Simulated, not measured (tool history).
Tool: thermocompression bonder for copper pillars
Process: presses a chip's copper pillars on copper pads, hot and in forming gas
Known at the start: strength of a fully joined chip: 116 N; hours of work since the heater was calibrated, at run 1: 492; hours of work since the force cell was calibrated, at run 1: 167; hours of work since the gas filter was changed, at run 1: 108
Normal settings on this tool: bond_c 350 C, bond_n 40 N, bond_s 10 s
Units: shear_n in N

run	hour	bond_c	bond_n	bond_s	hours of work since the heater was calibrated	hours of work since the force cell was calibrated	hours of work since the gas filter was changed	shear_n
1	0.0	350	40	10	492	167	108	54.1
# hour 22.8: forming gas filter changed
2	40.4	350	40	10	516	191	11	53.3
3	87.1	350	40	10	544	220	39	54.2
4	157.5	350	40	11	587	262	82	55.2
# hour 200.9: heater calibrated with a thermocouple chip
5	200.9	350	40	11	0	287	107	55.2
# hour 221.9: forming gas filter changed
6	268.3	350	35	11	41	328	28	48.0
7	340.1	350	59	10	84	372	72	74.9
8	391.2	350	48	10	115	403	103	63.0
# hour 423.6: forming gas filter changed
9	442.3	350	48	10	146	433	11	62.5
10	492.8	322	30	7	177	464	42	27.3

Below are 5 alternative next runs, each starting from the tool's condition after run 10. Predict each:
A	557.9	322	30	13	216	504	82	?
B	557.9	369	30	6	216	504	82	?
C	557.9	351	30	7	216	504	82	?
D	557.9	322	31	9	216	504	82	?
E	557.9	322	30	10	216	504	82	?

run	shear_n
A	36.5
B	37.6
C	33.7
D	31.0
E	32.3
Without the tool's unlogged condition, the same runs would have read:
run	shear_n
A	36.5
B	37.6
C	33.7
D	31.1
E	32.4

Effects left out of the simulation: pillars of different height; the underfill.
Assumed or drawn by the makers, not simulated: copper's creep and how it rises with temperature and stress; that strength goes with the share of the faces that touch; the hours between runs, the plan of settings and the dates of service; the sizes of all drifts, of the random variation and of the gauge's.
